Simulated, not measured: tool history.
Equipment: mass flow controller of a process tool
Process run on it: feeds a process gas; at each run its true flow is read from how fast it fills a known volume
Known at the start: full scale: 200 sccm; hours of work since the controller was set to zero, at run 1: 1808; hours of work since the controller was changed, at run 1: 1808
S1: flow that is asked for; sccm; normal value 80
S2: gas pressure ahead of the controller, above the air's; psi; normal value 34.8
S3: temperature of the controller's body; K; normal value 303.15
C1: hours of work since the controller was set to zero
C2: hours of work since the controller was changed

{"run": 1, "hour": 0.0, "S1": 80, "S2": 34.8, "S3": 303.15, "C1": 1808, "C2": 1808, "true flow (%)": 98.42}
{"run": 2, "hour": 110.2, "S1": 77, "S2": 34.8, "S3": 303.15, "C1": 1850, "C2": 1850, "true flow (%)": 98.3}
{"run": 3, "hour": 222.6, "S1": 80, "S2": 25.5, "S3": 303.15, "C1": 1893, "C2": 1893, "true flow (%)": 98.49}
{"run": 4, "hour": 348.2, "S1": 80, "S2": 25.5, "S3": 303.15, "C1": 1941, "C2": 1941, "true flow (%)": 98.51}
{"run": 5, "hour": 422.8, "S1": 80, "S2": 25.5, "S3": 303.15, "C1": 1969, "C2": 1969, "true flow (%)": 98.6}
{"run": 6, "hour": 551.4, "S1": 80, "S2": 34.8, "S3": 303.15, "C1": 2019, "C2": 2019, "true flow (%)": 98.34}
{"run": 7, "hour": 669.8, "S1": 80, "S2": 34.8, "S3": 303.15, "C1": 2064, "C2": 2064, "true flow (%)": 98.44}
{"run": 8, "hour": 740.6, "S1": 80, "S2": 22.6, "S3": 303.15, "C1": 2091, "C2": 2091, "true flow (%)": 98.56}
{"run": 9, "hour": 831.3, "S1": 80, "S2": 34.8, "S3": 303.15, "C1": 2126, "C2": 2126, "true flow (%)": 98.39}
{"hour": 847.3, "done": "controller's zero set anew"}
{"run": 10, "hour": 910.7, "S1": 80, "S2": 34.8, "S3": 303.15, "C1": 24, "C2": 2156, "true flow (%)": 98.59}
{"run": 11, "hour": 1061.0, "S1": 80, "S2": 34.8, "S3": 305.15, "C1": 82, "C2": 2214, "true flow (%)": 98.74}
{"run": 12, "hour": 1138.8, "S1": 80, "S2": 34.8, "S3": 305.15, "C1": 112, "C2": 2243, "true flow (%)": 98.71}
{"run": 13, "hour": 1260.5, "S1": 80, "S2": 34.8, "S3": 303.15, "C1": 158, "C2": 2290, "true flow (%)": 98.49}
{"run": 14, "hour": 1367.7, "S1": 49, "S2": 34.8, "S3": 303.15, "C1": 199, "C2": 2331, "true flow (%)": 98.56}
{"run": 15, "hour": 1465.2, "S1": 49, "S2": 34.8, "S3": 303.15, "C1": 237, "C2": 2368, "true flow (%)": 98.81}
{"hour": 1530.2, "done": "controller's zero set anew, once more"}
{"run": 16, "hour": 1623.9, "S1": 49, "S2": 34.8, "S3": 303.15, "C1": 36, "C2": 2429, "true flow (%)": 97.41}
{"run": 17, "hour": 1694.3, "S1": 28, "S2": 23.6, "S3": 303.15, "C1": 63, "C2": 2456, "true flow (%)": 97.43}
{"run": 18, "hour": 1779.3, "S1": 39, "S2": 20.7, "S3": 302.15, "C1": 95, "C2": 2489, "true flow (%)": 97.51}
{"run": 19, "hour": 1921.6, "S1": 39, "S2": 20.7, "S3": 302.15, "C1": 150, "C2": 2543, "true flow (%)": 97.37}
{"run": 20, "hour": 1997.3, "S1": 80, "S2": 21.3, "S3": 303.15, "C1": 179, "C2": 2572, "true flow (%)": 98.03}
{"run": 21, "hour": 2101.6, "S1": 80, "S2": 21.3, "S3": 303.15, "C1": 219, "C2": 2612, "true flow (%)": 97.99}
{"run": 22, "hour": 2242.4, "S1": 80, "S2": 21.3, "S3": 303.15, "C1": 273, "C2": 2666, "true flow (%)": 97.97}
{"run": 23, "hour": 2319.0, "S1": 80, "S2": 21.3, "S3": 303.15, "C1": 302, "C2": 2695, "true flow (%)": 97.93}
{"run": 24, "hour": 2409.3, "S1": 80, "S2": 21.3, "S3": 303.15, "C1": 337, "C2": 2730, "true flow (%)": 97.98}
{"run": 25, "hour": 2539.6, "S1": 80, "S2": 27.4, "S3": 303.15, "C1": 387, "C2": 2780, "true flow (%)": 97.89}
{"run": 26, "hour": 2656.5, "S1": 82, "S2": 20.6, "S3": 294.15, "C1": 431, "C2": 2824, "true flow (%)": 97.06}
{"run": 27, "hour": 2765.1, "S1": 195, "S2": 27.4, "S3": 295.15, "C1": 473, "C2": 2866, "true flow (%)": 98.63}

Predict each of these 5 candidate next runs independently; none follows another, all start after run 27:
{"run": "A", "hour": 2842.8, "S1": 40, "S2": 36, "S3": 294.15, "C1": 503, "C2": 2896, "true flow (%)": "?"}
{"run": "B", "hour": 2842.8, "S1": 28, "S2": 25.4, "S3": 299.15, "C1": 503, "C2": 2896, "true flow (%)": "?"}
{"run": "C", "hour": 2842.8, "S1": 195, "S2": 32.3, "S3": 303.15, "C1": 503, "C2": 2896, "true flow (%)": "?"}
{"run": "D", "hour": 2842.8, "S1": 195, "S2": 21.8, "S3": 295.15, "C1": 503, "C2": 2896, "true flow (%)": "?"}
{"run": "E", "hour": 2842.8, "S1": 23, "S2": 20.3, "S3": 303.15, "C1": 503, "C2": 2896, "true flow (%)": "?"}

run=A true_flow_(%)=96.34
run=B true_flow_(%)=97.19
run=C true_flow_(%)=99.3
run=D true_flow_(%)=98.82
run=E true_flow_(%)=97.85
What these runs would have given with no unlogged condition in the tool:
run=A true_flow_(%)=96.89
run=B true_flow_(%)=97.51
run=C true_flow_(%)=100.26
run=D true_flow_(%)=99.78
run=E true_flow_(%)=98.01
